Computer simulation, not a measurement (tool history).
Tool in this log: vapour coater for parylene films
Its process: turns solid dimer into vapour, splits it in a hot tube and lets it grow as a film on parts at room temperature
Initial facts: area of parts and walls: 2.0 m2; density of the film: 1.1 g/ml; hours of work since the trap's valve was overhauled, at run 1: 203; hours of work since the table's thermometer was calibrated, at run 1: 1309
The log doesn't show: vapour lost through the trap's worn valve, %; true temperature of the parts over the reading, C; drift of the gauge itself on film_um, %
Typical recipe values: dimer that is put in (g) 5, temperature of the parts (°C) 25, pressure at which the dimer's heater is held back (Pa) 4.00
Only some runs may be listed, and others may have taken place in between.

run     day  dimer that is put in (g)  temperature of the parts (°C)  pressure at which the dimer's heater is held back (Pa)  hours of work since the trap's valve was overhauled  hours of work since the table's thermometer was calibrated  thickness of the film (nm)
  1   0.000                         5                             25                                                    4.00                                                  203                                                        1309                        1731
  2   1.271                         5                             18                                                    4.00                                                  221                                                        1328                        2124
  3   3.446                         5                             18                                                    4.00                                                  252                                                        1359                        2112
  4   5.958                         5                             18                                                    4.00                                                  288                                                        1394                        2093
  5   7.817                         4                             18                                                    4.00                                                  314                                                        1421                        1682
  6  10.554                         4                             18                                                    4.00                                                  353                                                        1460                        1679
  7  13.512                         4                             18                                                    4.00                                                  395                                                        1502                        1651
  8  16.008                         4                             18                                                    4.00                                                  431                                                        1538                        1657
  9  18.150                         5                             17                                                    4.00                                                  461                                                        1568                        2094
 10  20.342                         5                             25                                                    4.00                                                  493                                                        1599                        1680
 11  22.362                         5                             25                                                    4.00                                                  521                                                        1628                        1656
 12  23.992                         5                             25                                                    4.00                                                  545                                                        1651                        1665
 13  26.017                         5                             22                                                    4.00                                                  573                                                        1680                        1806
 14  28.433                         5                             22                                                    4.00                                                  608                                                        1715                        1801
 15  29.683                         9                             25                                                    4.00                                                  626                                                        1732                        2961
     31.033  -- trap's valve overhauled
 16  31.721                         5                             25                                                    4.00                                                   10                                                        1759                        1804
 17  33.667                         5                             25                                                    4.00                                                   38                                                        1787                        1796
 18  35.662                         5                             25                                                    4.00                                                   66                                                        1815                        1782
 19  37.117                         5                             25                                                    4.00                                                   87                                                        1836                        1781
 20  39.167                         5                             27                                                    2.04                                                  116                                                        1865                        1936
 21  41.525                         4                             22                                                    2.40                                                  149                                                        1899                        1720
 22  44.196                         7                             22                                                    6.30                                                  188                                                        1937                        2421
 23  46.650                         7                             22                                                    6.30                                                  223                                                        1972                        2407
 24  48.008                         3                             26                                                    3.73                                                  242                                                        1991                        1029
 25  50.650                         3                             26                                                    3.73                                                  280                                                        2029                        1034
 26  53.467                         2                             22                                                    3.90                                                  320                                                        2069                         753
 27  56.021                         3                             30                                                    6.57                                                  356                                                        2105                         806
 28  58.983                         2                             29                                                    3.60                                                  398                                                        2148                         617
 29  60.350                         2                             31                                                    2.08                                                  418                                                        2167                         657
 30  62.292                         4                             34                                                    2.16                                                  445                                                        2195                        1206
 31  64.821                         5                             22                                                   11.42                                                  481                                                        2231                        1470
 32  67.117                         5                             25                                                    2.17                                                  514                                                        2263                        1932
     69.129  -- table's thermometer calibrated
 33  69.933                         5                             25                                                    2.17                                                  554                                                          11                        1827
 34  71.708                         7                             25                                                    5.98                                                  579                                                          37                        2047
 35  73.600                         5                             26                                                    5.53                                                  606                                                          64                        1448
 36  75.042                         5                             26                                                    5.53                                                  626                                                          84                        1439
     76.146  -- trap's valve overhauled
 37  78.158                         2                             26                                                    4.27                                                   29                                                         126                         661
 38  80.904                         2                             25                                                    4.27                                                   68                                                         165                         669

Below are 5 alternative next runs, each starting from the tool's condition after run 38. Predict each:
  A  82.133                         2                             25                                                    4.98                                                   85                                                         183                           ?
  B  82.133                         8                             37                                                    4.27                                                   85                                                         183                           ?
  C  82.133                         5                             26                                                    2.08                                                   85                                                         183                           ?
  D  82.133                         8                             17                                                    4.00                                                   85                                                         183                           ?
  E  82.133                         6                             24                                                    5.10                                                   85                                                         183                           ?

run  thickness of the film (nm)
  A                         649
  B                        1917
  C                        1927
  D                        3492
  E                        2029
The same runs, with their run-to-run variation unchanged, on a tool lacking any hidden condition would have given:
run  thickness of the film (nm)
  A                         657
  B                        1940
  C                        1950
  D                        3534
  E                        2053
